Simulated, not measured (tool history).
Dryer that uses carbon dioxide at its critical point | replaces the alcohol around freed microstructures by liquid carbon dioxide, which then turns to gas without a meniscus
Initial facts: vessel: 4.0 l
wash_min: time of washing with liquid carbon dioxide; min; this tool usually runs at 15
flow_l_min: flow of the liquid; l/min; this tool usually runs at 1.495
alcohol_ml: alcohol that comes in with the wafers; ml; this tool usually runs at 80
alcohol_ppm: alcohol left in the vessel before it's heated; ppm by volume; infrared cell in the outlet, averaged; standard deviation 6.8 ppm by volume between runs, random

run	day	wash_min	flow_l_min	alcohol_ml	alcohol_ppm
1	0.000	15	1.495	80	480
2	1.796	15	1.495	80	486
3	3.221	15	1.495	80	509
4	5.125	15	1.495	80	508
5	6.158	15	2.310	80	91
6	7.662	15	1.495	80	551
7	9.042	15	1.495	80	557
8	10.521	15	1.495	80	561
9	12.575	15	1.495	80	356
10	14.079	20	2.010	30	31
11	15.342	12	1.630	63	478
12	17.200	12	1.630	63	488
13	18.279	13	1.690	56	298
14	19.233	22	2.330	77	20
15	20.467	22	2.330	77	38
16	21.900	22	2.330	77	21
17	24.100	13	1.830	82	342
18	26.021	13	1.830	65	289

Between the runs listed above, the log contained 1 entry, not reproduced here. Where in the sequence does each belong, and how does what the log doesn't record of the tool's condition differ from the listed run before to the listed run after?
In the gap between runs 8 and 9: inlet filter changed (day 10.700)
  flow that reaches the vessel past the clogged filter, %: 85.9 -> 98; alcohol in the recycled carbon dioxide, ppm: 22.8 -> 23.3
  measured value less the no-hidden-state value, alcohol_ppm: +256 -> +44 ppm by volume
